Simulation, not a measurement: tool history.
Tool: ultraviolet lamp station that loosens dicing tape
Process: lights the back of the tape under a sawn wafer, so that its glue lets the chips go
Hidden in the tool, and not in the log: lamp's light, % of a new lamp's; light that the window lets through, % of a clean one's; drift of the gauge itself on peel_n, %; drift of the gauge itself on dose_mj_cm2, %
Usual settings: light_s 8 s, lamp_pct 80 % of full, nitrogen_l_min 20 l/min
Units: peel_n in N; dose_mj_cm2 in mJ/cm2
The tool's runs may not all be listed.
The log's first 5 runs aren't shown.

run   hour  light_s  lamp_pct  nitrogen_l_min  hours of work of the lamp  hours of work since the window was cleaned  peel_n  dose_mj_cm2
  6   35.3        8        80              26                        132                                         113   0.964          554
  7   44.7        8        80              26                        137                                         117   1.025          556
  8   52.3       10        80              26                        141                                         121   0.566          699
  9   61.3       10        80              26                        145                                         125   0.565          688
 10   67.4       10        81              26                        148                                         128   0.571          695
 11   75.1       10        81              26                        151                                         131   0.551          690
 12   80.5        8        80              20                        154                                         134   1.184          545
 13   85.3        8        68              20                        156                                         136   1.660          471
 14   93.1        8        80              16                        160                                         140   1.369          548
 15   99.6        8        80               7                        163                                         143   2.386          545
 16  106.0        8        80              20                        166                                         146   1.241          552
 17  112.4        8        80              20                        169                                         149   1.244          543
 18  116.9        5        80              20                        171                                         151   2.893          342
 19  125.8        8        80              20                        175                                         156   1.266          546
 20  135.4        8        80              20                        180                                         160   1.202          547
 21  140.8        8        80              20                        183                                         163   1.242          538
 22  145.8        8        80              32                        185                                         165   0.937          548
 23  153.3        4        92               9                        188                                         169   4.327          312
 24  161.2        9        98              14                        192                                         172   0.791          734
 25  170.7       11        99              20                        197                                         177   0.308          916
 26  174.9       16        74              20                        199                                         179   0.234          998
 27  181.0       16        73              13                        202                                         182   0.380          984
     182.3  -- window cleaned of glue's vapour
 28  187.1       16        73              13                        204                                           2   0.403          943
 29  193.7       16        73              13                        207                                           5   0.423          955

The next listed run, before its measurement:
 30  198.8        6        75              13                        210                                           8       ?            ?

{"run 30": {"peel_n": 3.033, "dose_mj_cm2": 362}}
Without the tool's hidden state the same run would have given peel_n 2.508 N, dose_mj_cm2 415 mJ/cm2.
